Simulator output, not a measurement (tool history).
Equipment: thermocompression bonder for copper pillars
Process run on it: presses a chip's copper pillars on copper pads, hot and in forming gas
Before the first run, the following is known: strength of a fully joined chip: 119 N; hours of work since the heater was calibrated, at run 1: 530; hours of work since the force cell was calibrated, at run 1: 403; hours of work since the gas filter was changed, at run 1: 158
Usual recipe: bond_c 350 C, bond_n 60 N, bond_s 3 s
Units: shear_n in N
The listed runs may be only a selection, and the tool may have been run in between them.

run   hour  bond_c  bond_n  bond_s  hours of work since the heater was calibrated  hours of work since the force cell was calibrated  hours of work since the gas filter was changed  shear_n
  1    0.0     350      60       3                                            530                                                403                                             158     66.4
  2   17.1     350      60       3                                            538                                                411                                             166     66.4
  3   43.7     350      60       3                                            550                                                423                                             178     66.1
  4   65.5     350      60       3                                            560                                                433                                             188     65.8
  5   88.5     350      60       4                                            571                                                443                                             198     71.2
     103.0  -- forming gas filter changed
  6  111.7     350      60       4                                            581                                                454                                               4     77.1
  7  128.0     366      60       4                                            588                                                461                                              11     85.3
  8  142.1     366      60       4                                            595                                                468                                              18     85.0
  9  170.0     366      60       4                                            608                                                480                                              31     85.0
 10  189.0     350      42       3                                            616                                                489                                              39     56.1
 11  217.6     350      42       3                                            629                                                502                                              52     56.2
 12  238.9     350      42       3                                            639                                                512                                              62     55.7
 13  262.8     350      42       3                                            650                                                523                                              73     55.6
 14  286.6     350      42       3                                            661                                                533                                              84     55.3
 15  304.5     350      42       3                                            669                                                542                                              92     54.8
 16  321.0     350      42       3                                            676                                                549                                              99     55.2
 17  350.0     350      60       2                                            690                                                562                                             113     59.5
 18  363.4     350      60       4                                            696                                                568                                             119     73.4
 19  381.8     350      60       3                                            704                                                577                                             127     67.3
 20  408.1     350      81       3                                            716                                                589                                             139     78.1
 21  426.7     350      60       3                                            725                                                597                                             148     67.1
 22  442.8     334      75       3                                            732                                                605                                             155     65.9
 23  457.9     350      60       8                                            739                                                611                                             162     85.9
 24  471.4     350      60       8                                            745                                                618                                             168     85.3
 25  490.1     372      43       2                                            754                                                626                                             176     56.9
 26  509.1     350      54       7                                            762                                                635                                             185     78.9
 27  529.7     359      47       4                                            772                                                644                                             194     66.6
     552.3  -- forming gas filter changed
 28  552.3     350      36       3                                            782                                                654                                               0     52.7
 29  576.0     371      37       3                                            792                                                665                                              11     64.3
     580.1  -- force cell calibrated
 30  591.4     338      60       4                                            799                                                  5                                              17     71.5
 31  620.0     350      61       4                                            812                                                 18                                              30     78.2
 32  634.2     347      56       2                                            818                                                 25                                              37     57.5
 33  649.5     347      56       2                                            825                                                 32                                              44     58.4
     657.0  -- force cell calibrated, once more
 34  675.5     347      56       6                                            836                                                  8                                              55     79.6
 35  689.8     350      54       3                                            843                                                 15                                              61     65.0
 36  713.8     360      48       2                                            854                                                 26                                              72     57.4
 37  738.0     375      48       2                                            865                                                 37                                              83     64.6
 38  756.0     379      40       2                                            873                                                 45                                              91     59.5
 39  777.7     337      72       2                                            883                                                 55                                             101     59.1
 40  800.8     342      84       8                                            894                                                 66                                             112     94.5
 41  828.4     342      84       8                                            906                                                 78                                             124     94.5

Below, some changes in shear_n between adjacent runs. For each, the amount present without the hidden state too (settings, incoming material, random variation) and the amount remaining for the hidden state with gauge scatter not shared by both compared results:
Unlogged tool condition in this case: true temperature of the bond over the reading, C; force that reaches the chip, % of what is set; oxide that the forming gas leaves, % of the face; drift of the gauge itself on shear_n, %.
Run 5 -> 6: forming gas filter changed. shear_n +5.9 N: hidden state +6.2, all else -0.3.
Run 9 -> 10: bond_c 366 -> 350, bond_n 60 -> 42, bond_s 4 -> 3. shear_n -28.9 N: hidden state +0.1, all else -29.0.
Run 24 -> 25: bond_c 350 -> 372, bond_n 60 -> 43, bond_s 8 -> 2. shear_n -28.4 N: hidden state +2.2, all else -30.6.
Run 27 -> 28: bond_c 359 -> 350, bond_n 47 -> 36, bond_s 4 -> 3, forming gas filter changed. shear_n -13.9 N: hidden state +6.4, all else -20.3.
Run 39 -> 40: bond_c 337 -> 342, bond_n 72 -> 84, bond_s 2 -> 8. shear_n +35.4 N: hidden state -2.6, all else +38.0.
